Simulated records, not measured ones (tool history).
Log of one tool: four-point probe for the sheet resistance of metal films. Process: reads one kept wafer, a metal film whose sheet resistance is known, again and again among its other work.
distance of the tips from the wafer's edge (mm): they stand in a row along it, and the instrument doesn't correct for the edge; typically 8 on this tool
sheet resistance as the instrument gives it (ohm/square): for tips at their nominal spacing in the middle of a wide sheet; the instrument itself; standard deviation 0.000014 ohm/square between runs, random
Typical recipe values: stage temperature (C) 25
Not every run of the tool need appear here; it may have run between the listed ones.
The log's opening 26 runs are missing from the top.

| run | hour | stage temperature (C) | distance of the tips from the wafer's edge (mm) | touches since the probe head was changed | hours of work since the stage's thermometer was calibrated | sheet resistance as the instrument gives it (ohm/square) |
|---|---|---|---|---|---|---|
| 27 | 381.5 | 25 | 19 | 6153 | 369 | 0.069798 |
| 28 | 391.1 | 25 | 19 | 6275 | 374 | 0.069825 |
| 29 | 411.2 | 28 | 30 | 6530 | 385 | 0.070041 |
| 30 | 425.2 | 25 | 69 | 6709 | 392 | 0.069791 |
| 31 | 444.4 | 24 | 7 | 6952 | 402 | 0.069884 |
| 32 | 462.1 | 24 | 7 | 7177 | 411 | 0.069901 |
| 33 | 480.6 | 20 | 14 | 7412 | 421 | 0.069394 |
| 34 | 489.3 | 20 | 53 | 7522 | 426 | 0.069351 |
| 35 | 501.8 | 20 | 53 | 7681 | 432 | 0.069376 |

Forecast each of these 5 alternatives for the next run:
| A | 520.7 | 20 | 16 | 7921 | 442 | ? |
| B | 520.7 | 32 | 5 | 7921 | 442 | ? |
| C | 520.7 | 35 | 8 | 7921 | 442 | ? |
| D | 520.7 | 30 | 3 | 7921 | 442 | ? |
| E | 520.7 | 30 | 6 | 7921 | 442 | ? |

| run | sheet resistance as the instrument gives it (ohm/square) |
|---|---|
| A | 0.069397 |
| B | 0.07074 |
| C | 0.070729 |
| D | 0.071224 |
| E | 0.070454 |
Without the tool's hidden state the same runs would have given:
| run | sheet resistance as the instrument gives it (ohm/square) |
|---|---|
| A | 0.06929 |
| B | 0.070631 |
| C | 0.070621 |
| D | 0.071115 |
| E | 0.070346 |

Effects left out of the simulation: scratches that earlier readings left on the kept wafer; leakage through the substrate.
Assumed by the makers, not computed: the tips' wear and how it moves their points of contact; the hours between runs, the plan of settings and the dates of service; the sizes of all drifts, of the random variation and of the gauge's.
